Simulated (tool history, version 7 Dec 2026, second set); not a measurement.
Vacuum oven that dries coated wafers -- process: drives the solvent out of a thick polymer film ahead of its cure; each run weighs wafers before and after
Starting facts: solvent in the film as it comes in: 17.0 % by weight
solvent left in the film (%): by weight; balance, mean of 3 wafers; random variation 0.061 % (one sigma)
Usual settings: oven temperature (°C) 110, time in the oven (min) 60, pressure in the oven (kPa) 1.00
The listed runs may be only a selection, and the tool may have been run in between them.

run 1 hour=0.0 | oven_temperature_(°C)=110 time_in_the_oven_(min)=60 pressure_in_the_oven_(kPa)=1.00 | solvent_left_in_the_film_(%)=3.77
run 2 hour=20.2 | oven_temperature_(°C)=110 time_in_the_oven_(min)=60 pressure_in_the_oven_(kPa)=1.66 | solvent_left_in_the_film_(%)=3.94
run 3 hour=42.4 | oven_temperature_(°C)=110 time_in_the_oven_(min)=60 pressure_in_the_oven_(kPa)=1.66 | solvent_left_in_the_film_(%)=4.10
run 4 hour=62.0 | oven_temperature_(°C)=110 time_in_the_oven_(min)=60 pressure_in_the_oven_(kPa)=1.66 | solvent_left_in_the_film_(%)=4.05
run 5 hour=79.9 | oven_temperature_(°C)=110 time_in_the_oven_(min)=60 pressure_in_the_oven_(kPa)=1.00 | solvent_left_in_the_film_(%)=3.83
run 6 hour=89.9 | oven_temperature_(°C)=110 time_in_the_oven_(min)=60 pressure_in_the_oven_(kPa)=1.00 | solvent_left_in_the_film_(%)=3.83
run 7 hour=108.9 | oven_temperature_(°C)=110 time_in_the_oven_(min)=60 pressure_in_the_oven_(kPa)=1.00 | solvent_left_in_the_film_(%)=3.64
run 8 hour=128.2 | oven_temperature_(°C)=110 time_in_the_oven_(min)=60 pressure_in_the_oven_(kPa)=1.00 | solvent_left_in_the_film_(%)=3.71
run 9 hour=147.8 | oven_temperature_(°C)=110 time_in_the_oven_(min)=60 pressure_in_the_oven_(kPa)=1.00 | solvent_left_in_the_film_(%)=3.75
run 10 hour=166.0 | oven_temperature_(°C)=110 time_in_the_oven_(min)=60 pressure_in_the_oven_(kPa)=1.00 | solvent_left_in_the_film_(%)=3.82
run 11 hour=184.9 | oven_temperature_(°C)=110 time_in_the_oven_(min)=60 pressure_in_the_oven_(kPa)=1.00 | solvent_left_in_the_film_(%)=3.83
run 12 hour=204.4 | oven_temperature_(°C)=110 time_in_the_oven_(min)=83 pressure_in_the_oven_(kPa)=1.00 | solvent_left_in_the_film_(%)=2.39
run 13 hour=214.2 | oven_temperature_(°C)=110 time_in_the_oven_(min)=60 pressure_in_the_oven_(kPa)=1.00 | solvent_left_in_the_film_(%)=3.76
run 14 hour=230.5 | oven_temperature_(°C)=110 time_in_the_oven_(min)=60 pressure_in_the_oven_(kPa)=1.00 | solvent_left_in_the_film_(%)=3.71
run 15 hour=244.1 | oven_temperature_(°C)=110 time_in_the_oven_(min)=60 pressure_in_the_oven_(kPa)=1.00 | solvent_left_in_the_film_(%)=3.74
run 16 hour=254.1 | oven_temperature_(°C)=110 time_in_the_oven_(min)=60 pressure_in_the_oven_(kPa)=1.00 | solvent_left_in_the_film_(%)=3.83
run 17 hour=269.9 | oven_temperature_(°C)=110 time_in_the_oven_(min)=60 pressure_in_the_oven_(kPa)=1.00 | solvent_left_in_the_film_(%)=3.73
run 18 hour=281.4 | oven_temperature_(°C)=110 time_in_the_oven_(min)=38 pressure_in_the_oven_(kPa)=1.00 | solvent_left_in_the_film_(%)=5.98
run 19 hour=303.4 | oven_temperature_(°C)=110 time_in_the_oven_(min)=38 pressure_in_the_oven_(kPa)=1.00 | solvent_left_in_the_film_(%)=5.93
run 20 hour=321.5 | oven_temperature_(°C)=110 time_in_the_oven_(min)=38 pressure_in_the_oven_(kPa)=1.00 | solvent_left_in_the_film_(%)=5.87
run 21 hour=334.8 | oven_temperature_(°C)=110 time_in_the_oven_(min)=38 pressure_in_the_oven_(kPa)=1.00 | solvent_left_in_the_film_(%)=6.06
run 22 hour=346.3 | oven_temperature_(°C)=110 time_in_the_oven_(min)=38 pressure_in_the_oven_(kPa)=1.00 | solvent_left_in_the_film_(%)=6.18
run 23 hour=366.6 | oven_temperature_(°C)=110 time_in_the_oven_(min)=38 pressure_in_the_oven_(kPa)=1.00 | solvent_left_in_the_film_(%)=5.97
run 24 hour=380.4 | oven_temperature_(°C)=110 time_in_the_oven_(min)=60 pressure_in_the_oven_(kPa)=2.17 | solvent_left_in_the_film_(%)=4.23
run 25 hour=393.6 | oven_temperature_(°C)=110 time_in_the_oven_(min)=60 pressure_in_the_oven_(kPa)=2.17 | solvent_left_in_the_film_(%)=4.18
run 26 hour=405.2 | oven_temperature_(°C)=110 time_in_the_oven_(min)=60 pressure_in_the_oven_(kPa)=2.17 | solvent_left_in_the_film_(%)=4.12
run 27 hour=424.7 | oven_temperature_(°C)=110 time_in_the_oven_(min)=60 pressure_in_the_oven_(kPa)=2.17 | solvent_left_in_the_film_(%)=4.13
run 28 hour=446.4 | oven_temperature_(°C)=101 time_in_the_oven_(min)=60 pressure_in_the_oven_(kPa)=1.72 | solvent_left_in_the_film_(%)=6.08
run 29 hour=460.2 | oven_temperature_(°C)=110 time_in_the_oven_(min)=60 pressure_in_the_oven_(kPa)=0.91 | solvent_left_in_the_film_(%)=3.68
run 30 hour=479.4 | oven_temperature_(°C)=110 time_in_the_oven_(min)=60 pressure_in_the_oven_(kPa)=0.91 | solvent_left_in_the_film_(%)=3.70
run 31 hour=495.8 | oven_temperature_(°C)=120 time_in_the_oven_(min)=30 pressure_in_the_oven_(kPa)=0.73 | solvent_left_in_the_film_(%)=4.98
run 32 hour=510.4 | oven_temperature_(°C)=110 time_in_the_oven_(min)=65 pressure_in_the_oven_(kPa)=3.12 | solvent_left_in_the_film_(%)=4.16
run 33 hour=531.5 | oven_temperature_(°C)=124 time_in_the_oven_(min)=60 pressure_in_the_oven_(kPa)=1.43 | solvent_left_in_the_film_(%)=1.50
run 34 hour=541.2 | oven_temperature_(°C)=111 time_in_the_oven_(min)=60 pressure_in_the_oven_(kPa)=1.90 | solvent_left_in_the_film_(%)=3.93
run 35 hour=562.1 | oven_temperature_(°C)=110 time_in_the_oven_(min)=58 pressure_in_the_oven_(kPa)=1.12 | solvent_left_in_the_film_(%)=3.92
run 36 hour=574.9 | oven_temperature_(°C)=122 time_in_the_oven_(min)=58 pressure_in_the_oven_(kPa)=1.12 | solvent_left_in_the_film_(%)=1.84
run 37 hour=591.8 | oven_temperature_(°C)=110 time_in_the_oven_(min)=45 pressure_in_the_oven_(kPa)=1.00 | solvent_left_in_the_film_(%)=5.19
run 38 hour=613.9 | oven_temperature_(°C)=113 time_in_the_oven_(min)=77 pressure_in_the_oven_(kPa)=2.06 | solvent_left_in_the_film_(%)=2.56
run 39 hour=626.0 | oven_temperature_(°C)=100 time_in_the_oven_(min)=77 pressure_in_the_oven_(kPa)=0.61 | solvent_left_in_the_film_(%)=4.65
run 40 hour=645.4 | oven_temperature_(°C)=100 time_in_the_oven_(min)=77 pressure_in_the_oven_(kPa)=0.77 | solvent_left_in_the_film_(%)=4.61
run 41 hour=663.7 | oven_temperature_(°C)=100 time_in_the_oven_(min)=64 pressure_in_the_oven_(kPa)=0.77 | solvent_left_in_the_film_(%)=5.46
run 42 hour=680.8 | oven_temperature_(°C)=124 time_in_the_oven_(min)=70 pressure_in_the_oven_(kPa)=0.61 | solvent_left_in_the_film_(%)=0.93
run 43 hour=697.4 | oven_temperature_(°C)=110 time_in_the_oven_(min)=85 pressure_in_the_oven_(kPa)=1.00 | solvent_left_in_the_film_(%)=2.32
run 44 hour=710.5 | oven_temperature_(°C)=110 time_in_the_oven_(min)=85 pressure_in_the_oven_(kPa)=1.00 | solvent_left_in_the_film_(%)=2.40
run 45 hour=723.1 | oven_temperature_(°C)=110 time_in_the_oven_(min)=36 pressure_in_the_oven_(kPa)=2.31 | solvent_left_in_the_film_(%)=6.59
run 46 hour=735.8 | oven_temperature_(°C)=110 time_in_the_oven_(min)=36 pressure_in_the_oven_(kPa)=2.31 | solvent_left_in_the_film_(%)=6.55
run 47 hour=746.0 | oven_temperature_(°C)=121 time_in_the_oven_(min)=33 pressure_in_the_oven_(kPa)=3.71 | solvent_left_in_the_film_(%)=5.08

Predict each of these 4 candidate next runs independently; none follows another, all start after run 47:
run A hour=762.5 | oven_temperature_(°C)=111 time_in_the_oven_(min)=47 pressure_in_the_oven_(kPa)=1.02 | solvent_left_in_the_film_(%)=?
run B hour=762.5 | oven_temperature_(°C)=112 time_in_the_oven_(min)=43 pressure_in_the_oven_(kPa)=3.34 | solvent_left_in_the_film_(%)=?
run C hour=762.5 | oven_temperature_(°C)=104 time_in_the_oven_(min)=38 pressure_in_the_oven_(kPa)=1.29 | solvent_left_in_the_film_(%)=?
run D hour=762.5 | oven_temperature_(°C)=122 time_in_the_oven_(min)=68 pressure_in_the_oven_(kPa)=0.54 | solvent_left_in_the_film_(%)=?

run=A solvent_left_in_the_film_(%)=4.68
run=B solvent_left_in_the_film_(%)=5.64
run=C solvent_left_in_the_film_(%)=7.36
run=D solvent_left_in_the_film_(%)=1.27
The same runs, with their run-to-run variation unchanged, on a tool lacking any hidden condition would have given:
run=A solvent_left_in_the_film_(%)=4.66
run=B solvent_left_in_the_film_(%)=5.62
run=C solvent_left_in_the_film_(%)=7.34
run=D solvent_left_in_the_film_(%)=1.26
